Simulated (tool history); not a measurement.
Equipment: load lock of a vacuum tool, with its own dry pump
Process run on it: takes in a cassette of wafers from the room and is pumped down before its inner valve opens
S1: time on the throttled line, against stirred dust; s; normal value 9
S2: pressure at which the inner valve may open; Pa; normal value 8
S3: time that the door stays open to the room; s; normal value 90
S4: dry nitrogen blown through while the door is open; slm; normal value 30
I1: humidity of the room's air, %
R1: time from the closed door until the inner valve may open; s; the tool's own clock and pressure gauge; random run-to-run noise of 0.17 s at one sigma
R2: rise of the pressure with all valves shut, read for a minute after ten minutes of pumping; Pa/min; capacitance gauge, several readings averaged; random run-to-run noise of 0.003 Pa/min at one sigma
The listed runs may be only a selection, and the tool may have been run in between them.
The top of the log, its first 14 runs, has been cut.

{"run": 15, "hour": 4315.4, "S1": 9, "S2": 8, "S3": 90, "S4": 30, "I1": 44.5, "R1": 25.1, "R2": 0.509}
{"run": 16, "hour": 4627.3, "S1": 9, "S2": 8, "S3": 90, "S4": 30, "I1": 42.5, "R1": 25.5, "R2": 0.52}
{"run": 17, "hour": 4862.5, "S1": 9, "S2": 8, "S3": 90, "S4": 30, "I1": 46.9, "R1": 25.5, "R2": 0.561}
{"run": 18, "hour": 5046.1, "S1": 9, "S2": 8, "S3": 90, "S4": 30, "I1": 45.8, "R1": 25.3, "R2": 0.547}
{"hour": 5174.9, "done": "door's seal changed, seat wiped"}
{"run": 19, "hour": 5390.6, "S1": 9, "S2": 8, "S3": 90, "S4": 30, "I1": 48.1, "R1": 25.5, "R2": 0.041}
{"run": 20, "hour": 5638.4, "S1": 9, "S2": 8, "S3": 90, "S4": 5, "I1": 46.2, "R1": 25.8, "R2": 0.072}
{"run": 21, "hour": 5955.1, "S1": 11, "S2": 9, "S3": 90, "S4": 35, "I1": 45.4, "R1": 26.7, "R2": 0.05}
{"run": 22, "hour": 6302.3, "S1": 5, "S2": 8, "S3": 90, "S4": 32, "I1": 42.5, "R1": 22.6, "R2": 0.047}
{"run": 23, "hour": 6647.5, "S1": 5, "S2": 8, "S3": 90, "S4": 32, "I1": 47.9, "R1": 22.8, "R2": 0.056}
{"run": 24, "hour": 6870.1, "S1": 6, "S2": 13, "S3": 112, "S4": 26, "I1": 45.9, "R1": 22.6, "R2": 0.069}
{"run": 25, "hour": 7039.6, "S1": 10, "S2": 13, "S3": 112, "S4": 26, "I1": 47.0, "R1": 25.1, "R2": 0.073}
{"run": 26, "hour": 7219.5, "S1": 10, "S2": 13, "S3": 112, "S4": 26, "I1": 43.9, "R1": 25.3, "R2": 0.075}
{"run": 27, "hour": 7403.2, "S1": 5, "S2": 13, "S3": 112, "S4": 13, "I1": 46.3, "R1": 22.0, "R2": 0.088}
{"run": 28, "hour": 7699.2, "S1": 8, "S2": 15, "S3": 65, "S4": 10, "I1": 49.0, "R1": 23.9, "R2": 0.091}
{"run": 29, "hour": 7894.1, "S1": 8, "S2": 15, "S3": 65, "S4": 10, "I1": 45.5, "R1": 23.6, "R2": 0.093}
{"run": 30, "hour": 8174.1, "S1": 8, "S2": 15, "S3": 65, "S4": 10, "I1": 43.5, "R1": 23.7, "R2": 0.1}
{"run": 31, "hour": 8359.3, "S1": 8, "S2": 15, "S3": 65, "S4": 10, "I1": 51.9, "R1": 23.9, "R2": 0.107}
{"run": 32, "hour": 8771.7, "S1": 17, "S2": 8, "S3": 124, "S4": 6, "I1": 48.6, "R1": 31.5, "R2": 0.136}
{"run": 33, "hour": 9159.9, "S1": 17, "S2": 8, "S3": 124, "S4": 6, "I1": 47.7, "R1": 31.6, "R2": 0.14}
{"run": 34, "hour": 9470.6, "S1": 9, "S2": 8, "S3": 87, "S4": 6, "I1": 47.4, "R1": 26.0, "R2": 0.145}
{"run": 35, "hour": 9698.4, "S1": 9, "S2": 8, "S3": 87, "S4": 6, "I1": 45.9, "R1": 25.8, "R2": 0.148}
{"run": 36, "hour": 9945.3, "S1": 11, "S2": 8, "S3": 67, "S4": 6, "I1": 47.2, "R1": 27.1, "R2": 0.15}
{"run": 37, "hour": 10238.4, "S1": 11, "S2": 8, "S3": 67, "S4": 6, "I1": 45.8, "R1": 27.1, "R2": 0.162}

Each row is a separate what-if for the run after 37, all from the same tool condition, not one after another. Results?
{"run": "A", "hour": 10646.4, "S1": 12, "S2": 8, "S3": 90, "S4": 14, "I1": 47.9, "R1": "?", "R2": "?"}
{"run": "B", "hour": 10646.4, "S1": 9, "S2": 8, "S3": 90, "S4": 17, "I1": 44.7, "R1": "?", "R2": "?"}
{"run": "C", "hour": 10646.4, "S1": 5, "S2": 8, "S3": 35, "S4": 30, "I1": 43.2, "R1": "?", "R2": "?"}
{"run": "D", "hour": 10646.4, "S1": 11, "S2": 7, "S3": 67, "S4": 21, "I1": 46.2, "R1": "?", "R2": "?"}

run=A R1=28.2 R2=0.167
run=B R1=26.0 R2=0.166
run=C R1=23.2 R2=0.151
run=D R1=27.4 R2=0.163
Stripped of hidden state, with their random variation kept, the same runs would have yielded:
run=A R1=26.7 R2=0.047
run=B R1=24.4 R2=0.046
run=C R1=21.5 R2=0.033
run=D R1=25.9 R2=0.041
